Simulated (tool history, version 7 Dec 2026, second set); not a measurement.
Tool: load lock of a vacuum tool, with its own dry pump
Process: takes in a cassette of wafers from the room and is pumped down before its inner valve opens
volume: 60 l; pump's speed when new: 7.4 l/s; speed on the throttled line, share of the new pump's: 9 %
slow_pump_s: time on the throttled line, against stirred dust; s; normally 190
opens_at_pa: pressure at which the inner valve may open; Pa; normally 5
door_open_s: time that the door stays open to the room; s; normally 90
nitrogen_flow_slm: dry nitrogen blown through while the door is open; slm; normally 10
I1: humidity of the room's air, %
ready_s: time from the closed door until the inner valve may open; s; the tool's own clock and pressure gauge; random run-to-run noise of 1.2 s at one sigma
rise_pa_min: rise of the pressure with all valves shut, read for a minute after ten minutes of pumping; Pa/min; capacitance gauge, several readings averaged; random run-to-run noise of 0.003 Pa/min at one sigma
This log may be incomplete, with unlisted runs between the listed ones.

run 1 day=0.000 | slow_pump_s=190 opens_at_pa=5 door_open_s=90 nitrogen_flow_slm=10 | I1=45.1 | ready_s=255.3 rise_pa_min=0.022
run 2 day=3.238 | slow_pump_s=190 opens_at_pa=5 door_open_s=90 nitrogen_flow_slm=10 | I1=41.3 | ready_s=253.8 rise_pa_min=0.025
run 3 day=6.362 | slow_pump_s=190 opens_at_pa=5 door_open_s=90 nitrogen_flow_slm=10 | I1=47.3 | ready_s=254.8 rise_pa_min=0.027
run 4 day=10.854 | slow_pump_s=190 opens_at_pa=5 door_open_s=90 nitrogen_flow_slm=10 | I1=43.2 | ready_s=254.7 rise_pa_min=0.024
run 5 day=16.192 | slow_pump_s=190 opens_at_pa=5 door_open_s=90 nitrogen_flow_slm=10 | I1=44.8 | ready_s=254.8 rise_pa_min=0.024
run 6 day=20.892 | slow_pump_s=190 opens_at_pa=5 door_open_s=90 nitrogen_flow_slm=10 | I1=46.6 | ready_s=255.5 rise_pa_min=0.028
run 7 day=26.400 | slow_pump_s=190 opens_at_pa=5 door_open_s=90 nitrogen_flow_slm=10 | I1=43.4 | ready_s=252.4 rise_pa_min=0.020
run 8 day=31.071 | slow_pump_s=190 opens_at_pa=5 door_open_s=90 nitrogen_flow_slm=10 | I1=44.5 | ready_s=254.8 rise_pa_min=0.023
run 9 day=36.300 | slow_pump_s=190 opens_at_pa=5 door_open_s=90 nitrogen_flow_slm=10 | I1=42.7 | ready_s=254.1 rise_pa_min=0.023
run 10 day=41.625 | slow_pump_s=190 opens_at_pa=5 door_open_s=90 nitrogen_flow_slm=10 | I1=44.4 | ready_s=253.9 rise_pa_min=0.019
run 11 day=46.292 | slow_pump_s=190 opens_at_pa=5 door_open_s=90 nitrogen_flow_slm=10 | I1=44.1 | ready_s=253.9 rise_pa_min=0.024
run 12 day=48.846 | slow_pump_s=190 opens_at_pa=5 door_open_s=90 nitrogen_flow_slm=10 | I1=41.7 | ready_s=252.9 rise_pa_min=0.020
run 13 day=52.467 | slow_pump_s=190 opens_at_pa=5 door_open_s=90 nitrogen_flow_slm=10 | I1=43.8 | ready_s=254.3 rise_pa_min=0.021
run 14 day=56.854 | slow_pump_s=190 opens_at_pa=5 door_open_s=90 nitrogen_flow_slm=10 | I1=42.6 | ready_s=254.0 rise_pa_min=0.020
run 15 day=62.454 | slow_pump_s=190 opens_at_pa=7 door_open_s=90 nitrogen_flow_slm=10 | I1=47.2 | ready_s=251.3 rise_pa_min=0.026
run 16 day=65.312 | slow_pump_s=190 opens_at_pa=5 door_open_s=90 nitrogen_flow_slm=36 | I1=45.5 | ready_s=252.6 rise_pa_min=0.013
run 17 day=68.392 | slow_pump_s=190 opens_at_pa=5 door_open_s=90 nitrogen_flow_slm=36 | I1=46.2 | ready_s=256.0 rise_pa_min=0.004
run 18 day=71.829 | slow_pump_s=190 opens_at_pa=5 door_open_s=90 nitrogen_flow_slm=36 | I1=44.9 | ready_s=254.4 rise_pa_min=0.012
run 19 day=75.758 | slow_pump_s=190 opens_at_pa=6 door_open_s=67 nitrogen_flow_slm=10 | I1=44.2 | ready_s=252.1 rise_pa_min=0.021
run 20 day=78.650 | slow_pump_s=190 opens_at_pa=6 door_open_s=90 nitrogen_flow_slm=5 | I1=43.5 | ready_s=254.4 rise_pa_min=0.034
run 21 day=82.217 | slow_pump_s=102 opens_at_pa=6 door_open_s=33 nitrogen_flow_slm=5 | I1=46.1 | ready_s=173.6 rise_pa_min=0.022
run 22 day=87.271 | slow_pump_s=102 opens_at_pa=6 door_open_s=33 nitrogen_flow_slm=5 | I1=44.9 | ready_s=173.1 rise_pa_min=0.022
run 23 day=89.729 | slow_pump_s=102 opens_at_pa=8 door_open_s=33 nitrogen_flow_slm=10 | I1=45.7 | ready_s=170.3 rise_pa_min=0.014
run 24 day=94.525 | slow_pump_s=190 opens_at_pa=9 door_open_s=28 nitrogen_flow_slm=37 | I1=44.1 | ready_s=250.3 rise_pa_min=0.008
run 25 day=98.821 | slow_pump_s=190 opens_at_pa=5 door_open_s=157 nitrogen_flow_slm=4 | I1=48.5 | ready_s=251.7 rise_pa_min=0.051
run 26 day=104.067 | slow_pump_s=306 opens_at_pa=5 door_open_s=104 nitrogen_flow_slm=4 | I1=46.9 | ready_s=357.4 rise_pa_min=0.039
run 27 day=107.133 | slow_pump_s=306 opens_at_pa=5 door_open_s=104 nitrogen_flow_slm=4 | I1=45.8 | ready_s=361.7 rise_pa_min=0.033
run 28 day=110.021 | slow_pump_s=190 opens_at_pa=8 door_open_s=208 nitrogen_flow_slm=26 | I1=47.0 | ready_s=249.5 rise_pa_min=0.019
run 29 day=113.792 | slow_pump_s=190 opens_at_pa=5 door_open_s=46 nitrogen_flow_slm=37 | I1=45.2 | ready_s=255.0 rise_pa_min=0.011
run 30 day=118.375 | slow_pump_s=320 opens_at_pa=9 door_open_s=46 nitrogen_flow_slm=21 | I1=46.1 | ready_s=367.4 rise_pa_min=0.014
run 31 day=123.388 | slow_pump_s=320 opens_at_pa=9 door_open_s=46 nitrogen_flow_slm=21 | I1=43.6 | ready_s=364.6 rise_pa_min=0.003
run 32 day=128.271 | slow_pump_s=165 opens_at_pa=5 door_open_s=90 nitrogen_flow_slm=10 | I1=48.7 | ready_s=231.3 rise_pa_min=0.018
run 33 day=133.783 | slow_pump_s=190 opens_at_pa=5 door_open_s=147 nitrogen_flow_slm=4 | I1=43.9 | ready_s=255.0 rise_pa_min=0.041
run 34 day=138.925 | slow_pump_s=190 opens_at_pa=5 door_open_s=147 nitrogen_flow_slm=4 | I1=45.7 | ready_s=255.2 rise_pa_min=0.043
run 35 day=141.638 | slow_pump_s=190 opens_at_pa=5 door_open_s=147 nitrogen_flow_slm=4 | I1=46.3 | ready_s=255.3 rise_pa_min=0.045
run 36 day=146.258 | slow_pump_s=190 opens_at_pa=5 door_open_s=147 nitrogen_flow_slm=4 | I1=45.3 | ready_s=253.5 rise_pa_min=0.047

What if the next run were any one of these 5? Each begins from the tool's condition after run 36:
run A day=151.442 | slow_pump_s=190 opens_at_pa=5 door_open_s=65 nitrogen_flow_slm=4 | I1=46.3 | ready_s=? rise_pa_min=?
run B day=151.442 | slow_pump_s=190 opens_at_pa=5 door_open_s=27 nitrogen_flow_slm=4 | I1=44.1 | ready_s=? rise_pa_min=?
run C day=151.442 | slow_pump_s=190 opens_at_pa=5 door_open_s=90 nitrogen_flow_slm=30 | I1=43.4 | ready_s=? rise_pa_min=?
run D day=151.442 | slow_pump_s=227 opens_at_pa=4 door_open_s=126 nitrogen_flow_slm=10 | I1=44.1 | ready_s=? rise_pa_min=?
run E day=151.442 | slow_pump_s=190 opens_at_pa=5 door_open_s=90 nitrogen_flow_slm=10 | I1=46.2 | ready_s=? rise_pa_min=?

run=A ready_s=255.0 rise_pa_min=0.026
run=B ready_s=253.0 rise_pa_min=0.016
run=C ready_s=253.9 rise_pa_min=0.019
run=D ready_s=290.7 rise_pa_min=0.024
run=E ready_s=253.5 rise_pa_min=0.025
What these runs would have given with no unlogged condition in the tool:
run=A ready_s=255.0 rise_pa_min=0.026
run=B ready_s=253.0 rise_pa_min=0.016
run=C ready_s=253.9 rise_pa_min=0.019
run=D ready_s=290.7 rise_pa_min=0.024
run=E ready_s=253.5 rise_pa_min=0.025
